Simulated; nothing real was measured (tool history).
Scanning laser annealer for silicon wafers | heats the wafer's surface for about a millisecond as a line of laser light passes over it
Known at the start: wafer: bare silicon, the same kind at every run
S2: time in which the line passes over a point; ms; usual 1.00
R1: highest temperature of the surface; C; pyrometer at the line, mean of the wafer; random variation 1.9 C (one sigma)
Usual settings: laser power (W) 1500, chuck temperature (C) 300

run 1 day=0.000 | laser_power_(W)=1500 S2=1.00 chuck_temperature_(C)=300 | R1=1092
run 2 day=0.754 | laser_power_(W)=1500 S2=1.00 chuck_temperature_(C)=300 | R1=1090
run 3 day=1.438 | laser_power_(W)=1500 S2=1.00 chuck_temperature_(C)=300 | R1=1088
run 4 day=2.717 | laser_power_(W)=1500 S2=1.00 chuck_temperature_(C)=300 | R1=1086
run 5 day=3.400 | laser_power_(W)=1500 S2=1.00 chuck_temperature_(C)=300 | R1=1089
run 6 day=4.892 | laser_power_(W)=1346 S2=1.00 chuck_temperature_(C)=300 | R1=1016
run 7 day=5.800 | laser_power_(W)=1378 S2=1.00 chuck_temperature_(C)=300 | R1=1027
run 8 day=7.162 | laser_power_(W)=1500 S2=1.00 chuck_temperature_(C)=337 | R1=1122
run 9 day=8.338 | laser_power_(W)=1500 S2=1.00 chuck_temperature_(C)=300 | R1=1084
run 10 day=9.442 | laser_power_(W)=1500 S2=1.00 chuck_temperature_(C)=300 | R1=1081
run 11 day=10.862 | laser_power_(W)=1470 S2=1.04 chuck_temperature_(C)=286 | R1=1066
run 12 day=11.638 | laser_power_(W)=1500 S2=0.85 chuck_temperature_(C)=300 | R1=1009
run 13 day=12.317 | laser_power_(W)=1314 S2=0.82 chuck_temperature_(C)=334 | R1=947
run 14 day=13.242 | laser_power_(W)=1544 S2=1.00 chuck_temperature_(C)=300 | R1=1098
run 15 day=13.879 | laser_power_(W)=1307 S2=1.18 chuck_temperature_(C)=286 | R1=1039
run 16 day=15.258 | laser_power_(W)=1307 S2=1.18 chuck_temperature_(C)=286 | R1=1037
run 17 day=16.242 | laser_power_(W)=1503 S2=0.96 chuck_temperature_(C)=296 | R1=1053
run 18 day=17.704 | laser_power_(W)=1383 S2=0.77 chuck_temperature_(C)=300 | R1=916
-- day=18.088 optics aligned, line set to its width
run 19 day=18.933 | laser_power_(W)=1383 S2=0.77 chuck_temperature_(C)=300 | R1=922

Forecast each of these 3 alternatives for the next run:
run A day=19.829 | laser_power_(W)=1506 S2=1.00 chuck_temperature_(C)=288 | R1=?
run B day=19.829 | laser_power_(W)=1569 S2=1.00 chuck_temperature_(C)=300 | R1=?
run C day=19.829 | laser_power_(W)=1301 S2=1.00 chuck_temperature_(C)=300 | R1=?

run=A R1=1067
run=B R1=1107
run=C R1=982
Without the tool's hidden state the same runs would have given:
run=A R1=1105
run=B R1=1147
run=C R1=1015
